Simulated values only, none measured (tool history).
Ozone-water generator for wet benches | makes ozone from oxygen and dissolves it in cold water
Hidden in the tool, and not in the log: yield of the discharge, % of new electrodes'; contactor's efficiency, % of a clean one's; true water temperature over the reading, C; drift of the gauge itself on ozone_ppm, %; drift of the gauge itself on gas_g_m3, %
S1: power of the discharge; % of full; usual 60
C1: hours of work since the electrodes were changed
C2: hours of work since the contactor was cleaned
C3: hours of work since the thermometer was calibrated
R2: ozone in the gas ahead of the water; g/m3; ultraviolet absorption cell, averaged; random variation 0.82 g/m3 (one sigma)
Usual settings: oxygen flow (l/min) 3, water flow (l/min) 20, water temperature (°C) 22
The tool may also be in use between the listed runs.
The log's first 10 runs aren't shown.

{"run": 11, "hour": 341.5, "S1": 60, "oxygen flow (l/min)": 3.16, "water flow (l/min)": 20, "water temperature (°C)": 22, "C1": 1157, "C2": 5231, "C3": 436, "dissolved ozone (ppm)": 10.5, "R2": 124.2}
{"run": 12, "hour": 362.5, "S1": 60, "oxygen flow (l/min)": 3, "water flow (l/min)": 20, "water temperature (°C)": 15, "C1": 1171, "C2": 5245, "C3": 450, "dissolved ozone (ppm)": 11.3, "R2": 129.1}
{"run": 13, "hour": 413.7, "S1": 46, "oxygen flow (l/min)": 3, "water flow (l/min)": 20, "water temperature (°C)": 22, "C1": 1206, "C2": 5280, "C3": 485, "dissolved ozone (ppm)": 8.8, "R2": 106.5}
{"run": 14, "hour": 455.2, "S1": 46, "oxygen flow (l/min)": 3, "water flow (l/min)": 20, "water temperature (°C)": 22, "C1": 1234, "C2": 5308, "C3": 513, "dissolved ozone (ppm)": 8.7, "R2": 108.1}
{"hour": 463.4, "done": "contactor cleaned"}
{"run": 15, "hour": 508.0, "S1": 46, "oxygen flow (l/min)": 3, "water flow (l/min)": 20, "water temperature (°C)": 22, "C1": 1267, "C2": 30, "C3": 546, "dissolved ozone (ppm)": 8.7, "R2": 106.3}
{"run": 16, "hour": 558.7, "S1": 60, "oxygen flow (l/min)": 3, "water flow (l/min)": 20, "water temperature (°C)": 22, "C1": 1302, "C2": 65, "C3": 581, "dissolved ozone (ppm)": 10.4, "R2": 126.6}
{"hour": 586.8, "done": "contactor cleaned, once more"}
{"run": 17, "hour": 598.6, "S1": 60, "oxygen flow (l/min)": 4.01, "water flow (l/min)": 20, "water temperature (°C)": 27, "C1": 1326, "C2": 8, "C3": 605, "dissolved ozone (ppm)": 9.8, "R2": 107.6}
{"run": 18, "hour": 625.8, "S1": 60, "oxygen flow (l/min)": 4.01, "water flow (l/min)": 20, "water temperature (°C)": 27, "C1": 1345, "C2": 26, "C3": 623, "dissolved ozone (ppm)": 10.2, "R2": 108.6}
{"run": 19, "hour": 671.6, "S1": 80, "oxygen flow (l/min)": 3.22, "water flow (l/min)": 23, "water temperature (°C)": 14, "C1": 1376, "C2": 58, "C3": 655, "dissolved ozone (ppm)": 12.2, "R2": 149}
{"run": 20, "hour": 712.8, "S1": 72, "oxygen flow (l/min)": 3.22, "water flow (l/min)": 29, "water temperature (°C)": 14, "C1": 1404, "C2": 86, "C3": 682, "dissolved ozone (ppm)": 9.2, "R2": 137.8}
{"run": 21, "hour": 741.3, "S1": 55, "oxygen flow (l/min)": 4.63, "water flow (l/min)": 12, "water temperature (°C)": 19, "C1": 1423, "C2": 105, "C3": 702, "dissolved ozone (ppm)": 14.7, "R2": 93.9}
{"run": 22, "hour": 776.5, "S1": 55, "oxygen flow (l/min)": 4.63, "water flow (l/min)": 12, "water temperature (°C)": 26, "C1": 1447, "C2": 129, "C3": 726, "dissolved ozone (ppm)": 12.7, "R2": 92.3}
{"run": 23, "hour": 799.3, "S1": 55, "oxygen flow (l/min)": 4.63, "water flow (l/min)": 12, "water temperature (°C)": 26, "C1": 1462, "C2": 144, "C3": 741, "dissolved ozone (ppm)": 12.9, "R2": 93.4}
{"run": 24, "hour": 843.8, "S1": 55, "oxygen flow (l/min)": 4.63, "water flow (l/min)": 12, "water temperature (°C)": 17, "C1": 1493, "C2": 175, "C3": 772, "dissolved ozone (ppm)": 15.2, "R2": 93.5}
{"run": 25, "hour": 887.9, "S1": 52, "oxygen flow (l/min)": 3, "water flow (l/min)": 20, "water temperature (°C)": 24, "C1": 1523, "C2": 204, "C3": 801, "dissolved ozone (ppm)": 9.6, "R2": 115.5}
{"run": 26, "hour": 934.4, "S1": 52, "oxygen flow (l/min)": 3, "water flow (l/min)": 20, "water temperature (°C)": 24, "C1": 1554, "C2": 236, "C3": 833, "dissolved ozone (ppm)": 9.3, "R2": 116.6}
{"run": 27, "hour": 979.8, "S1": 76, "oxygen flow (l/min)": 3, "water flow (l/min)": 20, "water temperature (°C)": 24, "C1": 1585, "C2": 267, "C3": 864, "dissolved ozone (ppm)": 12, "R2": 149.5}
{"run": 28, "hour": 1005.1, "S1": 76, "oxygen flow (l/min)": 3, "water flow (l/min)": 20, "water temperature (°C)": 24, "C1": 1602, "C2": 284, "C3": 881, "dissolved ozone (ppm)": 12, "R2": 151}
{"run": 29, "hour": 1035.2, "S1": 46, "oxygen flow (l/min)": 3, "water flow (l/min)": 21, "water temperature (°C)": 24, "C1": 1623, "C2": 305, "C3": 901, "dissolved ozone (ppm)": 8.3, "R2": 107.7}
{"run": 30, "hour": 1082.6, "S1": 83, "oxygen flow (l/min)": 2.95, "water flow (l/min)": 14, "water temperature (°C)": 23, "C1": 1655, "C2": 337, "C3": 934, "dissolved ozone (ppm)": 17.2, "R2": 161.2}
{"run": 31, "hour": 1106.9, "S1": 60, "oxygen flow (l/min)": 3, "water flow (l/min)": 14, "water temperature (°C)": 22, "C1": 1671, "C2": 353, "C3": 950, "dissolved ozone (ppm)": 14.1, "R2": 129.8}
{"run": 32, "hour": 1157.0, "S1": 60, "oxygen flow (l/min)": 3, "water flow (l/min)": 14, "water temperature (°C)": 22, "C1": 1705, "C2": 387, "C3": 984, "dissolved ozone (ppm)": 14.2, "R2": 126.7}

Forecast each of these 4 alternatives for the next run:
{"run": "A", "hour": 1189.3, "S1": 67, "oxygen flow (l/min)": 2.61, "water flow (l/min)": 32, "water temperature (°C)": 22, "C1": 1727, "C2": 409, "C3": 1006, "dissolved ozone (ppm)": "?", "R2": "?"}
{"run": "B", "hour": 1189.3, "S1": 60, "oxygen flow (l/min)": 3, "water flow (l/min)": 14, "water temperature (°C)": 27, "C1": 1727, "C2": 409, "C3": 1006, "dissolved ozone (ppm)": "?", "R2": "?"}
{"run": "C", "hour": 1189.3, "S1": 96, "oxygen flow (l/min)": 3, "water flow (l/min)": 20, "water temperature (°C)": 22, "C1": 1727, "C2": 409, "C3": 1006, "dissolved ozone (ppm)": "?", "R2": "?"}
{"run": "D", "hour": 1189.3, "S1": 66, "oxygen flow (l/min)": 3, "water flow (l/min)": 13, "water temperature (°C)": 22, "C1": 1727, "C2": 409, "C3": 1006, "dissolved ozone (ppm)": "?", "R2": "?"}

run=A dissolved_ozone_(ppm)=6.9 R2=151.8
run=B dissolved_ozone_(ppm)=13 R2=127.5
run=C dissolved_ozone_(ppm)=14.5 R2=175.2
run=D dissolved_ozone_(ppm)=15.6 R2=136.5
Without the tool's hidden state the same runs would have given:
run=A dissolved_ozone_(ppm)=7.2 R2=156.5
run=B dissolved_ozone_(ppm)=13.4 R2=131.2
run=C dissolved_ozone_(ppm)=15.1 R2=182.1
run=D dissolved_ozone_(ppm)=16.1 R2=140.8
